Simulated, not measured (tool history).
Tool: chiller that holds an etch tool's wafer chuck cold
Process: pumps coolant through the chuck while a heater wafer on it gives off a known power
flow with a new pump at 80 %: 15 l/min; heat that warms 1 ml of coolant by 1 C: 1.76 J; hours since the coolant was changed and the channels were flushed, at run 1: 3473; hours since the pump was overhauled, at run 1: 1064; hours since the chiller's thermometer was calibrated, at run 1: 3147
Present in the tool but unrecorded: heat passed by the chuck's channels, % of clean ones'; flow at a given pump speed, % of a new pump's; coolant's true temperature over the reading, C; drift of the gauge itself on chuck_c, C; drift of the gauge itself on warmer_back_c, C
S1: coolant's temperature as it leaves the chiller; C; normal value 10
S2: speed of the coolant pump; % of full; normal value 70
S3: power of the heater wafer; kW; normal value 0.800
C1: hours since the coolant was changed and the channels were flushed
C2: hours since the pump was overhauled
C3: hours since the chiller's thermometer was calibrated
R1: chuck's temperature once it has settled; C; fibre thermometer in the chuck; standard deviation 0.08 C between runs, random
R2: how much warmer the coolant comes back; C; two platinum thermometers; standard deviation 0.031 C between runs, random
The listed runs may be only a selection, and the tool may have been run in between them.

run   hour  S1  S2     S3    C1    C2    C3     R1    R2
  1    0.0  10  70  0.800  3473  1064  3147  17.50  2.12
  2   23.3  10  70  0.800  3496  1087  3171  17.30  2.22
  3   50.2  10  79  0.800  3523  1114  3197  16.83  1.90
  4   65.2  10  79  0.800  3538  1129  3212  16.81  1.93
  5   94.3  10  70  0.817  3567  1158  3241  17.52  2.25
  6  118.3  10  70  0.817  3591  1182  3266  17.59  2.21
  7  137.0  10  70  0.817  3610  1201  3284  17.59  2.26
  8  162.2  10  70  0.817  3635  1226  3309  17.47  2.22
  9  193.7  10  70  0.817  3666  1258  3341  17.47  2.23
 10  210.1  10  65  0.800  3683  1274  3357  17.58  2.37
 11  240.3  10  70  0.800  3713  1304  3387  17.43  2.14
 12  268.3  10  70  0.800  3741  1332  3416  17.46  2.25
 13  296.1  10  70  0.800  3769  1360  3443  17.35  2.21
 14  326.5  10  70  0.800  3799  1391  3474  17.39  2.24
 15  353.2  10  70  0.800  3826  1417  3500  17.45  2.22
 16  382.6  10  70  0.937  3855  1447  3530  18.88  2.54
 17  412.3  10  70  0.937  3885  1476  3560  18.90  2.54
 18  439.3   8  88  0.571  3912  1503  3587  12.35  1.18
 19  456.1  15  65  0.800  3929  1520  3603  22.81  2.39
 20  477.3  10  86  0.800  3950  1541  3624  16.43  1.76
 21  507.1  10  86  0.800  3980  1571  3654  16.66  1.78
 22  533.8  10  74  0.800  4007  1598  3681  17.18  2.06
 23  560.4   1  70  0.800  4033  1624  3708   8.43  2.24
 24  587.4  14  78  0.431  4060  1651  3735  17.56  1.07
 25  616.1  19  70  0.962  4089  1680  3763  28.11  2.71
 26  640.0   7  70  0.816  4113  1704  3787  14.60  2.26
 27  657.8  12  77  0.534  4130  1722  3805  16.49  1.34
 28  688.4  12  77  0.534  4161  1752  3836  16.45  1.35
 29  701.3   2  69  0.925  4174  1765  3848  10.90  2.64
 30  729.6   2  69  0.999  4202  1794  3877  11.58  2.83
 31  758.4   2  98  0.999  4231  1822  3906   9.65  1.92

What would each run have given without the hidden state, its run-to-run variation left as it was?
run     R1    R2
  1  17.25  2.05
  2  17.05  2.15
  3  16.61  1.84
  4  16.59  1.86
  5  17.24  2.18
  6  17.31  2.13
  7  17.30  2.18
  8  17.18  2.14
  9  17.16  2.15
 10  17.26  2.28
 11  17.13  2.05
 12  17.17  2.16
 13  17.05  2.12
 14  17.09  2.15
 15  17.14  2.13
 16  18.42  2.43
 17  18.44  2.42
 18  12.34  1.12
 19  22.45  2.29
 20  16.19  1.68
 21  16.42  1.69
 22  16.87  1.96
 23   8.08  2.14
 24  17.66  1.01
 25  27.57  2.58
 26  14.22  2.15
 27  16.47  1.27
 28  16.43  1.29
 29  10.38  2.50
 30  10.96  2.68
 31   9.23  1.82

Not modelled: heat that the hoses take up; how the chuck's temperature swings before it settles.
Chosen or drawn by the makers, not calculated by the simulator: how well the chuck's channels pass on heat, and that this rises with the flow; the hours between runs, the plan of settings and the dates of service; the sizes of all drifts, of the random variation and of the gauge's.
